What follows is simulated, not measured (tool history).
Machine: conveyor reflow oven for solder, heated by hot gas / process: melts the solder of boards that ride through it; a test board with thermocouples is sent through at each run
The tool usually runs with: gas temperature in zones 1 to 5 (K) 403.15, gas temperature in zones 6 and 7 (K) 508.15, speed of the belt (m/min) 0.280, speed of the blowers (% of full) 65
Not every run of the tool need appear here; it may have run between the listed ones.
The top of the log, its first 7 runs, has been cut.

run	hour	gas temperature in zones 1 to 5 (K)	gas temperature in zones 6 and 7 (K)	speed of the belt (m/min)	speed of the blowers (% of full)	hours of work since the flux was cleaned out	hours of work since the belt drive was overhauled	hours of work since the thermocouples were changed	highest temperature of the board (K)	time above the solder's melting point (s)
8	51.0	403.15	508.15	0.291	65	326	111	346	487.81	83.9
9	61.5	403.15	508.15	0.291	65	331	116	351	487.77	83.7
10	69.3	395.15	508.15	0.280	65	334	120	355	487.65	83.3
11	79.0	395.15	508.15	0.280	65	339	124	359	487.57	83.5
12	86.5	395.15	508.15	0.280	65	342	127	363	487.55	83.7
13	97.4	395.15	508.15	0.280	65	347	132	368	487.60	83.4
14	104.8	395.15	508.15	0.280	65	351	136	371	487.46	83.5
15	110.6	395.15	508.15	0.280	65	353	138	374	487.48	83.6
16	120.9	411.15	511.15	0.278	65	358	143	379	493.36	100.5
17	128.4	416.15	507.15	0.280	65	361	147	382	490.61	99.5
# hour 136.4: flux residue cleaned out of gas plates and filters
18	139.8	403.15	508.15	0.249	65	2	150	385	494.95	111.6
19	150.8	403.15	508.15	0.249	65	7	155	390	494.86	110.5
20	156.2	403.15	521.15	0.310	74	9	157	392	501.23	94.0
21	163.2	403.15	508.15	0.316	65	12	160	396	486.81	75.6
22	171.2	403.15	508.15	0.316	65	16	164	399	486.70	75.9
23	178.4	415.15	508.15	0.316	53	19	167	403	485.32	79.0
24	183.4	400.15	505.15	0.241	57	22	170	405	490.71	106.8
25	189.4	393.15	505.15	0.279	53	24	172	408	482.81	74.8
26	199.3	411.15	508.15	0.282	58	29	177	412	490.27	95.3
27	209.2	411.15	511.15	0.282	52	33	182	417	490.80	95.2
28	217.5	401.15	508.15	0.292	68	37	185	421	490.09	86.8
29	223.1	403.15	508.15	0.280	60	40	188	423	489.65	90.5
30	233.2	403.15	508.15	0.247	60	45	193	428	493.89	110.4

Forecast each of these 3 alternatives for the next run:
A	238.0	403.15	518.15	0.280	65	47	195	430	?	?
B	238.0	403.15	497.15	0.322	89	47	195	430	?	?
C	238.0	403.15	508.15	0.280	58	47	195	430	?	?

run	highest temperature of the board (K)	time above the solder's melting point (s)
A	499.62	102.8
B	482.66	70.9
C	488.85	89.2
Without the tool's hidden state the same runs would have given:
run	highest temperature of the board (K)	time above the solder's melting point (s)
A	498.89	101.5
B	481.97	69.6
C	488.11	87.8
